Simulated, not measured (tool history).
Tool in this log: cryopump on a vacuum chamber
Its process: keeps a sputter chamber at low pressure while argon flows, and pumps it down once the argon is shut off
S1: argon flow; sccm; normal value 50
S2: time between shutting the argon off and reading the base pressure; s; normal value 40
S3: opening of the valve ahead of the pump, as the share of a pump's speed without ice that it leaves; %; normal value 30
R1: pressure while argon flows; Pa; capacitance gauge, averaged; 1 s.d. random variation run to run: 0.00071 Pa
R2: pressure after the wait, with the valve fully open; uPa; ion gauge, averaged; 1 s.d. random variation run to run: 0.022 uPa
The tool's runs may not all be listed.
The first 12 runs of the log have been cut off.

| run | day | S1 | S2 | S3 | R1 | R2 |
|---|---|---|---|---|---|---|
| 13 | 13.317 | 50 | 40 | 30 | 0.1302 | 1.15 |
| 14 | 14.154 | 50 | 40 | 30 | 0.1321 | 1.15 |
| 15 | 14.967 | 50 | 40 | 30 | 0.1310 | 1.15 |
| 16 | 16.233 | 50 | 40 | 30 | 0.1320 | 1.17 |
| 17 | 17.675 | 50 | 40 | 30 | 0.1308 | 1.17 |
| 18 | 18.646 | 50 | 40 | 30 | 0.1315 | 1.16 |
| 19 | 19.767 | 50 | 279 | 30 | 0.1316 | 0.83 |
| 20 | 20.596 | 26 | 187 | 30 | 0.0684 | 0.88 |
| 21 | 21.750 | 38 | 30 | 23 | 0.1282 | 1.33 |
| 22 | 22.529 | 50 | 41 | 26 | 0.1507 | 1.21 |
| 23 | 23.950 | 35 | 107 | 39 | 0.0729 | 0.95 |
| 24 | 25.108 | 50 | 60 | 30 | 0.1326 | 1.07 |
| 25 | 26.158 | 50 | 60 | 30 | 0.1322 | 1.06 |
| 26 | 27.500 | 31 | 122 | 29 | 0.0863 | 0.96 |
| 27 | 28.671 | 76 | 242 | 16 | 0.3662 | 0.91 |
| 28 | 29.342 | 80 | 41 | 15 | 0.4137 | 1.23 |
| 29 | 30.800 | 22 | 26 | 22 | 0.0780 | 1.51 |
| 30 | 32.112 | 60 | 26 | 28 | 0.1713 | 1.53 |
| 31 | 33.412 | 60 | 26 | 28 | 0.1696 | 1.52 |
| 32 | 34.767 | 60 | 26 | 28 | 0.1710 | 1.53 |
| 33 | 35.508 | 69 | 40 | 37 | 0.1516 | 1.33 |

Alternative continuations, all from the tool just after run 33; predict every row:
| A | 36.692 | 69 | 40 | 34 | ? | ? |
| B | 36.692 | 62 | 21 | 37 | ? | ? |
| C | 36.692 | 25 | 42 | 27 | ? | ? |
| D | 36.692 | 30 | 78 | 31 | ? | ? |
| E | 36.692 | 100 | 250 | 26 | ? | ? |

| run | R1 | R2 |
|---|---|---|
| A | 0.1643 | 1.32 |
| B | 0.1368 | 1.67 |
| C | 0.0734 | 1.28 |
| D | 0.0784 | 1.07 |
| E | 0.3068 | 0.93 |
Stripped of hidden state, with their random variation kept, the same runs would have yielded:
| run | R1 | R2 |
|---|---|---|
| A | 0.1525 | 0.56 |
| B | 0.1262 | 0.93 |
| C | 0.0691 | 0.53 |
| D | 0.0732 | 0.33 |
| E | 0.2897 | 0.20 |

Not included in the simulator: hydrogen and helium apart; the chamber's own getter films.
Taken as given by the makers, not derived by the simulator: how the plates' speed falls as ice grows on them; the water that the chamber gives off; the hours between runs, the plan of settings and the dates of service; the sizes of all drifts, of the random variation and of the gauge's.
